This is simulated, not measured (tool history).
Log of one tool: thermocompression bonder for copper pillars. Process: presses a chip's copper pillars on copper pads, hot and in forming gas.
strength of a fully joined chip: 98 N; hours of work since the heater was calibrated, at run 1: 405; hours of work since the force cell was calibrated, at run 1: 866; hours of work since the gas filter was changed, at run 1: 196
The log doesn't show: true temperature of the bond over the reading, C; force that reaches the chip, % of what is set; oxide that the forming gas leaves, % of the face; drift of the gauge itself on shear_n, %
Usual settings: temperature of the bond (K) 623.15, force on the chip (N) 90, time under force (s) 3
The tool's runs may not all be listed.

| run | hour | temperature of the bond (K) | force on the chip (N) | time under force (s) | hours of work since the heater was calibrated | hours of work since the force cell was calibrated | hours of work since the gas filter was changed | force that shears a chip off (N) |
|---|---|---|---|---|---|---|---|---|
| 1 | 0.0 | 623.15 | 90 | 3 | 405 | 866 | 196 | 60.7 |
| 2 | 48.1 | 623.15 | 90 | 3 | 432 | 894 | 223 | 60.7 |
| 3 | 138.6 | 623.15 | 90 | 3 | 483 | 945 | 274 | 59.1 |
|  | 234.8 | forming gas filter changed |
| 4 | 236.7 | 623.15 | 90 | 3 | 539 | 1000 | 1 | 61.7 |
| 5 | 312.5 | 623.15 | 90 | 3 | 581 | 1043 | 44 | 60.9 |
| 6 | 374.8 | 625.15 | 90 | 3 | 617 | 1078 | 79 | 61.3 |
| 7 | 449.8 | 623.15 | 63 | 3 | 659 | 1121 | 122 | 43.7 |
| 8 | 527.2 | 623.15 | 63 | 3 | 703 | 1165 | 166 | 42.4 |
|  | 617.6 | heater calibrated with a thermocouple chip |
| 9 | 623.9 | 623.15 | 90 | 3 | 4 | 1218 | 219 | 64.0 |
| 10 | 673.8 | 610.15 | 90 | 3 | 32 | 1247 | 247 | 57.3 |
| 11 | 717.8 | 610.15 | 90 | 3 | 57 | 1271 | 272 | 57.0 |
|  | 769.6 | force cell calibrated |
| 12 | 803.4 | 602.15 | 110 | 3 | 104 | 19 | 320 | 58.1 |
|  | 820.7 | forming gas filter changed |
| 13 | 901.3 | 646.15 | 112 | 3 | 160 | 74 | 46 | 83.6 |
| 14 | 973.8 | 637.15 | 134 | 6 | 201 | 115 | 87 | 91.6 |
| 15 | 1056.8 | 645.15 | 85 | 5 | 248 | 162 | 134 | 79.6 |
| 16 | 1110.8 | 623.15 | 84 | 3 | 278 | 193 | 164 | 58.1 |
| 17 | 1166.3 | 617.15 | 58 | 7 | 310 | 224 | 196 | 52.9 |

Hidden state at the last listed run before each entry between runs and at the first one after, where it differs:
Between runs 3 and 4: forming gas filter changed (hour 234.8)
  true temperature of the bond over the reading, C: -7.4 -> -8.3; force that reaches the chip, % of what is set: 104.3 -> 104.5; oxide that the forming gas leaves, % of the face: 5.5 -> 0.72
  measured less the result without the state, force that shears a chip off (N): -5.3 -> -2.8
Between runs 8 and 9: heater calibrated with a thermocouple chip (hour 617.6)
  true temperature of the bond over the reading, C: -10.8 -> 0.5; force that reaches the chip, % of what is set: 105.2 -> 105.4; oxide that the forming gas leaves, % of the face: 3.82 -> 4.86
  measured less the result without the state, force that shears a chip off (N): -4.9 -> -0.2
Between runs 11 and 12: force cell calibrated (hour 769.6)
  true temperature of the bond over the reading, C: -0.3 -> -1; force that reaches the chip, % of what is set: 105.6 -> 101.3; oxide that the forming gas leaves, % of the face: 5.91 -> 6.75
  measured less the result without the state, force that shears a chip off (N): -0.9 -> -3.9
Between runs 12 and 13: forming gas filter changed (hour 820.7)
  true temperature of the bond over the reading, C: -1 -> -1.8; force that reaches the chip, % of what is set: 101.3 -> 101.5; oxide that the forming gas leaves, % of the face: 6.75 -> 1.46
  measured less the result without the state, force that shears a chip off (N): -3.9 -> -1.0
